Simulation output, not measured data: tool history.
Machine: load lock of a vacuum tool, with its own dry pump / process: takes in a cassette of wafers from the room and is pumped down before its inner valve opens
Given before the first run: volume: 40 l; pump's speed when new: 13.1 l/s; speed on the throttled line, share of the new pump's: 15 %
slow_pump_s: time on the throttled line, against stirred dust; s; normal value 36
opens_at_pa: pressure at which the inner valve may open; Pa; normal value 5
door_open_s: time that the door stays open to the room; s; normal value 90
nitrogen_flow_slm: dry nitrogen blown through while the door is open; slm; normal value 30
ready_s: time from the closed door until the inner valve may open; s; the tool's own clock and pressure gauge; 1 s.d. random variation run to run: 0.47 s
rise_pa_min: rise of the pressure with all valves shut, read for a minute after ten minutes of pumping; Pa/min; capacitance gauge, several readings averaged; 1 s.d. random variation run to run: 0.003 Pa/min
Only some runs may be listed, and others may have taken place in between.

run,hour,slow_pump_s,opens_at_pa,door_open_s,nitrogen_flow_slm,"incoming humidity of the room's air, %",ready_s,rise_pa_min
1,0.0,36,5,90,30,43.7,64.8,0.193
2,356.6,63,5,90,30,44.8,86.1,0.196
3,949.9,63,5,90,30,46.1,86.6,0.198
4,1548.8,63,5,90,30,45.5,87.6,0.205
5,2062.8,36,5,90,30,42.6,65.8,0.220
6,2372.6,36,5,220,30,46.0,64.8,0.254
7,2943.3,36,5,90,10,45.1,65.1,0.259
8,3233.5,36,5,90,10,46.0,65.4,0.253
# hour 3624.9: dry pump taken out, an overhauled one fitted
9,3800.3,36,5,90,30,49.2,61.1,0.244
10,4132.4,36,5,90,30,42.2,61.1,0.235
11,4523.9,36,5,90,30,46.0,61.7,0.245
12,4811.7,36,5,90,30,49.2,61.0,0.256
13,5117.1,36,5,90,30,47.1,61.7,0.258
14,5424.4,36,5,90,30,41.8,60.7,0.261
15,5740.6,36,5,90,30,46.0,60.9,0.265
16,5999.2,36,5,90,30,45.5,61.2,0.265

The next listed run, before its measurement:
17,6490.2,23,6,90,30,46.2,?,?

ready_s: 50.3 s
rise_pa_min: 0.275 Pa/min
The same run, on a tool lacking any hidden state, would have yielded ready_s 49.8 s, rise_pa_min 0.048 Pa/min.
